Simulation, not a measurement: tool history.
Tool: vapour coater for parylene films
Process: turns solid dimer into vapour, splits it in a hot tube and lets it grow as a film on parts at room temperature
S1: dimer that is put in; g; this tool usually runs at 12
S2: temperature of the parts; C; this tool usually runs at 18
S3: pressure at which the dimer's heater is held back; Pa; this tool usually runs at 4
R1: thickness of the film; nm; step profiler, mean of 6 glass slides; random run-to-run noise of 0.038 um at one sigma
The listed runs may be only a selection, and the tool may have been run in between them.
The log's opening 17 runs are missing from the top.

run,hour,S1,S2,S3,R1
18,227.7,19,18,4,6070
19,238,19,18,5.83,5830
20,250.1,12,18,7.56,3510
21,262.3,12,18,7.56,3580
22,276.9,12,18,4,3680
23,292.1,12,18,4,3750
24,310,12,18,4,3790
25,319,14,19,5.33,4140
26,326.5,12,13,4.55,4430
27,338,6,13,3.16,2280
28,355.1,12,21,4.14,3380
29,363.5,6,20,2.19,1800
30,373.3,9,13,5.19,3310
31,389,9,13,5.19,3280
32,406.5,12,28,4.33,2510
33,423.5,10,28,2.19,2260
34,436.1,10,28,2.19,2230
35,445,10,27,2.19,2350
36,457.4,9,21,4,2420
37,466.4,12,26,2.28,2810
38,483.6,10,26,9.3,2080

Run 39 is up next; what results do you expect?
39,497.4,16,22,4.85,?

Run 39 yielded R1 4050 nm.
The same run, on a tool lacking any hidden state, would have yielded R1 4800 nm.
